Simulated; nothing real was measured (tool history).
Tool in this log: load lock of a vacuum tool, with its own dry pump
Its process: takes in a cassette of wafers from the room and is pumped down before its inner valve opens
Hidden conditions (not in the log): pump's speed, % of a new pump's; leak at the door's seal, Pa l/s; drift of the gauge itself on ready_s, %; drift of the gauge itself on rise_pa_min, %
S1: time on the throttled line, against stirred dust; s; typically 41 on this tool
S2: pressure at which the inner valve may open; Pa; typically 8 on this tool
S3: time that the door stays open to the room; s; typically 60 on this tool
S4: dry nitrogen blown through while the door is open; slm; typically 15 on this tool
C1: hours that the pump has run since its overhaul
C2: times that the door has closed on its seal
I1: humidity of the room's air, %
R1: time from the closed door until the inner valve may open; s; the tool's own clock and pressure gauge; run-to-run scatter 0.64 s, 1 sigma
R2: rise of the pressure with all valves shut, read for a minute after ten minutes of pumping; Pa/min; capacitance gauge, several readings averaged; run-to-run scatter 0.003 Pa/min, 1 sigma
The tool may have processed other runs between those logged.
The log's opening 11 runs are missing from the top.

| run | day | S1 | S2 | S3 | S4 | C1 | C2 | I1 | R1 | R2 |
|---|---|---|---|---|---|---|---|---|---|---|
| 12 | 39.329 | 41 | 8 | 60 | 30 | 13553 | 6405 | 45.3 | 106.4 | 0.014 |
| 13 | 44.162 | 44 | 8 | 60 | 15 | 13669 | 6550 | 45.7 | 108.9 | 0.019 |
| 14 | 48.725 | 41 | 8 | 60 | 15 | 13779 | 6686 | 44.4 | 107.6 | 0.024 |
| 15 | 53.450 | 36 | 8 | 60 | 15 | 13892 | 6827 | 46.4 | 103.8 | 0.020 |
| 16 | 58.196 | 36 | 8 | 60 | 15 | 14006 | 6969 | 43.3 | 104.3 | 0.025 |
| 17 | 61.008 | 41 | 9 | 111 | 29 | 14073 | 7053 | 46.2 | 106.1 | 0.023 |
| 18 | 65.642 | 23 | 9 | 37 | 5 | 14185 | 7191 | 41.4 | 94.9 | 0.023 |
| 19 | 69.654 | 39 | 7 | 78 | 19 | 14281 | 7311 | 44.6 | 107.8 | 0.025 |
| 20 | 72.229 | 41 | 8 | 29 | 21 | 14343 | 7388 | 43.1 | 108.4 | 0.019 |
| 21 | 76.029 | 47 | 8 | 49 | 15 | 14434 | 7501 | 46.1 | 112.5 | 0.024 |
| 22 | 79.517 | 47 | 8 | 49 | 15 | 14518 | 7605 | 42.3 | 110.4 | 0.018 |
| 23 | 82.679 | 47 | 8 | 49 | 15 | 14593 | 7700 | 44.3 | 112.0 | 0.025 |
| 24 | 86.912 | 22 | 7 | 83 | 4 | 14695 | 7826 | 42.7 | 96.9 | 0.034 |
| 25 | 91.142 | 22 | 8 | 60 | 9 | 14797 | 7953 | 43.0 | 95.1 | 0.029 |
| 26 | 96.075 | 77 | 12 | 60 | 9 | 14915 | 8100 | 45.9 | 129.6 | 0.031 |
| 27 | 100.388 | 28 | 8 | 60 | 9 | 15018 | 8229 | 41.8 | 100.6 | 0.028 |
| 28 | 105.096 | 41 | 8 | 126 | 10 | 15131 | 8369 | 44.2 | 109.9 | 0.034 |
| 29 | 109.375 | 57 | 8 | 158 | 26 | 15234 | 8497 | 48.2 | 120.7 | 0.025 |
| 30 | 113.346 | 41 | 12 | 60 | 15 | 15329 | 8615 | 47.8 | 104.8 | 0.031 |
| 31 | 115.404 | 65 | 9 | 60 | 15 | 15379 | 8677 | 47.7 | 123.3 | 0.022 |
| 32 | 117.733 | 71 | 13 | 38 | 15 | 15435 | 8747 | 44.1 | 123.7 | 0.025 |

Consider 4 possible next runs. They are alternatives, not a sequence: every one starts from the tool as it was left by run 32. What does each give?
| A | 122.200 | 41 | 14 | 60 | 15 | 15542 | 8880 | 44.5 | ? | ? |
| B | 122.200 | 41 | 8 | 60 | 11 | 15542 | 8880 | 44.2 | ? | ? |
| C | 122.200 | 71 | 13 | 38 | 15 | 15542 | 8880 | 47.9 | ? | ? |
| D | 122.200 | 71 | 8 | 86 | 6 | 15542 | 8880 | 44.3 | ? | ? |

| run | R1 | R2 |
|---|---|---|
| A | 104.8 | 0.024 |
| B | 108.8 | 0.027 |
| C | 124.6 | 0.019 |
| D | 129.4 | 0.032 |
Without the tool's unlogged condition, the same runs would have read:
| run | R1 | R2 |
|---|---|---|
| A | 91.2 | 0.011 |
| B | 94.1 | 0.015 |
| C | 113.1 | 0.007 |
| D | 116.7 | 0.019 |

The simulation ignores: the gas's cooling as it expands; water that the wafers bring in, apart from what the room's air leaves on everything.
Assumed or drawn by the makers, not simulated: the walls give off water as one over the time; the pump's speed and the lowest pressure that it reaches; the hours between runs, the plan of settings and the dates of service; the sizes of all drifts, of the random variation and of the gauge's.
